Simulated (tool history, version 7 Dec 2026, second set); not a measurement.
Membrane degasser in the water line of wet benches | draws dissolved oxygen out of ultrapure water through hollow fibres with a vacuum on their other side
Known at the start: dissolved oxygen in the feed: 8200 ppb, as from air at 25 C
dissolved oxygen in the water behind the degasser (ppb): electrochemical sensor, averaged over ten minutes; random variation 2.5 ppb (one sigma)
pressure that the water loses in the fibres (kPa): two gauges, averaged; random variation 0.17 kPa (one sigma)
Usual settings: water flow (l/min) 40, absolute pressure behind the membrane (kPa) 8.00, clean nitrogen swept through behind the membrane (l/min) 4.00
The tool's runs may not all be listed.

run	hour	water flow (l/min)	absolute pressure behind the membrane (kPa)	clean nitrogen swept through behind the membrane (l/min)	dissolved oxygen in the water behind the degasser (ppb)	pressure that the water loses in the fibres (kPa)
1	0.0	40	8.00	4.00	296.3	30.88
2	270.8	40	8.00	4.00	291.8	30.83
# hour 575.1: seals of the vacuum lines changed
3	623.3	41	8.00	4.00	311.9	31.57
4	847.6	41	8.00	4.00	311.1	31.86
# hour 876.2: vacuum gauge calibrated
5	1168.0	41	8.00	4.00	319.3	31.90
6	1495.5	60	8.00	4.00	657.3	46.79
# hour 1825.1: vacuum gauge calibrated, once more
7	1844.9	51	8.00	3.83	491.8	39.96
8	2155.3	41	8.07	3.21	347.8	32.12
9	2396.5	41	8.00	4.00	316.8	32.18
10	2689.1	39	8.57	11.28	226.1	30.42
11	2913.6	40	18.22	2.74	657.8	31.53
12	3182.7	46	12.18	3.94	524.1	36.41

Forecast each of these 4 alternatives for the next run:
A	3421.6	43	18.06	2.07	?	?
B	3421.6	46	16.57	3.20	?	?
C	3421.6	46	17.13	3.72	?	?
D	3421.6	40	8.00	2.44	?	?

run	dissolved oxygen in the water behind the degasser (ppb)	pressure that the water loses in the fibres (kPa)
A	862.3	34.08
B	699.2	36.50
C	651.1	36.48
D	372.1	31.39
Without the tool's hidden state the same runs would have given:
run	dissolved oxygen in the water behind the degasser (ppb)	pressure that the water loses in the fibres (kPa)
A	793.7	30.99
B	619.2	33.21
C	572.3	33.18
D	307.9	28.52
